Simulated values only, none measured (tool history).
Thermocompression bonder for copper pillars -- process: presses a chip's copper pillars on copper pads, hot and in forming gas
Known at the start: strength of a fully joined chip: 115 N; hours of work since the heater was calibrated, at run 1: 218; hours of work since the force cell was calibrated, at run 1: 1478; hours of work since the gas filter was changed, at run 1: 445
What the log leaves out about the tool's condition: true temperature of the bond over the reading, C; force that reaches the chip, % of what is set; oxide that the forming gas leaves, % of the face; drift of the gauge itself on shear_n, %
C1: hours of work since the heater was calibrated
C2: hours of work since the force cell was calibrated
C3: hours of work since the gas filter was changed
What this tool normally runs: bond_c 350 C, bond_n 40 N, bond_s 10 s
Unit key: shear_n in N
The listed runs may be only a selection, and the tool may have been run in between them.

Run 1, hour 0.0: usual settings; C1 218; C2 1478; C3 445. Result: shear_n 58.7 N.
At hour 39.1: forming gas filter changed.
Run 2, hour 73.9: usual settings but bond_c 334 C; C1 266; C2 1526; C3 23. Result: shear_n 53.2 N.
Run 3, hour 126.3: usual settings but bond_c 334 C; C1 300; C2 1560; C3 57. Result: shear_n 52.6 N.
At hour 155.9: force cell calibrated.
Run 4, hour 168.1: usual settings but bond_c 334 C; C1 326; C2 8; C3 83. Result: shear_n 49.6 N.
Run 5, hour 209.3: usual settings but bond_c 334 C; C1 353; C2 35; C3 109. Result: shear_n 49.1 N.
Run 6, hour 293.4: usual settings but bond_c 334 C; C1 407; C2 89; C3 164. Result: shear_n 49.8 N.
Run 7, hour 341.3: usual settings; C1 438; C2 120; C3 195. Result: shear_n 58.3 N.
Run 8, hour 383.7: usual settings but bond_c 379 C; C1 466; C2 148; C3 222. Result: shear_n 75.0 N.
Run 9, hour 430.1: usual settings; C1 496; C2 178; C3 252. Result: shear_n 57.7 N.
Run 10, hour 489.6: usual settings; C1 534; C2 216; C3 291. Result: shear_n 57.9 N.
Run 11, hour 588.7: usual settings but bond_s 12 s; C1 598; C2 280; C3 355. Result: shear_n 60.9 N.
Run 12, hour 679.5: usual settings but bond_s 12 s; C1 657; C2 339; C3 414. Result: shear_n 61.7 N.
Run 13, hour 749.2: usual settings but bond_s 12 s; C1 702; C2 384; C3 459. Result: shear_n 60.0 N.
At hour 766.3: forming gas filter changed.
Run 14, hour 805.8: usual settings; C1 739; C2 421; C3 26. Result: shear_n 61.9 N.
Run 15, hour 882.0: usual settings; C1 788; C2 470; C3 75. Result: shear_n 61.8 N.
Run 16, hour 973.6: usual settings; C1 847; C2 529; C3 134. Result: shear_n 60.8 N.
Run 17, hour 1028.9: usual settings; C1 883; C2 565; C3 170. Result: shear_n 61.5 N.
Run 18, hour 1073.2: usual settings; C1 912; C2 594; C3 199. Result: shear_n 61.3 N.
Run 19, hour 1152.2: usual settings; C1 963; C2 645; C3 250. Result: shear_n 60.4 N.
Run 20, hour 1197.3: usual settings but bond_c 360 C, bond_n 27 N, bond_s 18 s; C1 992; C2 674; C3 279. Result: shear_n 62.1 N.
Run 21, hour 1240.0: usual settings but bond_c 331 C, bond_n 28 N, bond_s 16 s; C1 1020; C2 702; C3 307. Result: shear_n 46.5 N.
Run 22, hour 1334.3: usual settings but bond_c 379 C, bond_n 46 N, bond_s 13 s; C1 1081; C2 763; C3 368. Result: shear_n 85.5 N.
Run 23, hour 1416.4: usual settings but bond_c 377 C, bond_s 22 s; C1 1134; C2 816; C3 421. Result: shear_n 88.0 N.
At hour 1491.3: forming gas filter changed.
Run 24, hour 1511.7: usual settings but bond_c 349 C, bond_n 57 N, bond_s 6 s; C1 1195; C2 877; C3 13. Result: shear_n 66.6 N.
Run 25, hour 1603.2: usual settings but bond_n 44 N; C1 1255; C2 937; C3 72. Result: shear_n 67.6 N.
Run 26, hour 1684.5: usual settings but bond_n 44 N; C1 1307; C2 989; C3 125. Result: shear_n 67.8 N.
Run 27, hour 1772.5: usual settings but bond_c 354 C, bond_n 52 N, bond_s 7 s; C1 1364; C2 1046; C3 182. Result: shear_n 68.2 N.
At hour 1840.8: heater calibrated with a thermocouple chip.
Run 28, hour 1859.4: usual settings but bond_c 379 C, bond_n 28 N, bond_s 24 s; C1 12; C2 1101; C3 237. Result: shear_n 79.7 N.
Run 29, hour 1923.8: usual settings but bond_c 372 C; C1 54; C2 1143; C3 279. Result: shear_n 71.2 N.
Run 30, hour 1984.5: usual settings but bond_c 349 C; C1 93; C2 1182; C3 318. Result: shear_n 57.4 N.
Run 31, hour 2074.6: usual settings but bond_c 349 C; C1 151; C2 1241; C3 376. Result: shear_n 58.0 N.
Run 32, hour 2163.3: usual settings but bond_c 345 C, bond_n 24 N, bond_s 11 s; C1 209; C2 1298; C3 434. Result: shear_n 39.3 N.
At hour 2216.7: forming gas filter changed.
Run 33, hour 2249.6: usual settings but bond_c 345 C, bond_n 38 N, bond_s 17 s; C1 264; C2 1354; C3 21. Result: shear_n 69.1 N.
Run 34, hour 2336.7: usual settings but bond_c 344 C, bond_n 42 N, bond_s 12 s; C1 321; C2 1410; C3 78. Result: shear_n 63.4 N.
Run 35, hour 2396.4: usual settings but bond_c 344 C, bond_n 42 N, bond_s 12 s; C1 359; C2 1449; C3 116. Result: shear_n 64.2 N.
Run 36, hour 2457.7: usual settings but bond_c 356 C, bond_n 42 N, bond_s 18 s; C1 399; C2 1488; C3 156. Result: shear_n 79.1 N.
Run 37, hour 2517.3: usual settings but bond_c 356 C, bond_n 32 N, bond_s 18 s; C1 438; C2 1527; C3 195. Result: shear_n 68.5 N.

Below are 5 alternative next runs, each starting from the tool's condition after run 37. Predict each:
At hour 2596.7: force cell calibrated.
Run A, hour 2609.2: usual settings but bond_c 371 C, bond_n 32 N; C1 496; C2 8; C3 253. Result: shear_n ?.
At hour 2596.7: force cell calibrated.
Run B, hour 2609.2: usual settings but bond_c 364 C, bond_n 38 N; C1 496; C2 8; C3 253. Result: shear_n ?.
At hour 2596.7: force cell calibrated.
Run C, hour 2609.2: usual settings but bond_c 356 C, bond_n 32 N, bond_s 13 s; C1 496; C2 8; C3 253. Result: shear_n ?.
At hour 2596.7: force cell calibrated.
Run D, hour 2609.2: usual settings but bond_c 356 C, bond_n 32 N, bond_s 18 s; C1 496; C2 8; C3 253. Result: shear_n ?.
At hour 2596.7: force cell calibrated.
Run E, hour 2609.2: usual settings but bond_c 361 C, bond_n 48 N; C1 496; C2 8; C3 253. Result: shear_n ?.

run  shear_n
  A     62.3
  B     64.5
  C     58.5
  D     65.3
  E     72.1
Without the tool's hidden state the same runs would have given:
run  shear_n
  A     64.1
  B     66.4
  C     60.1
  D     67.2
  E     74.3
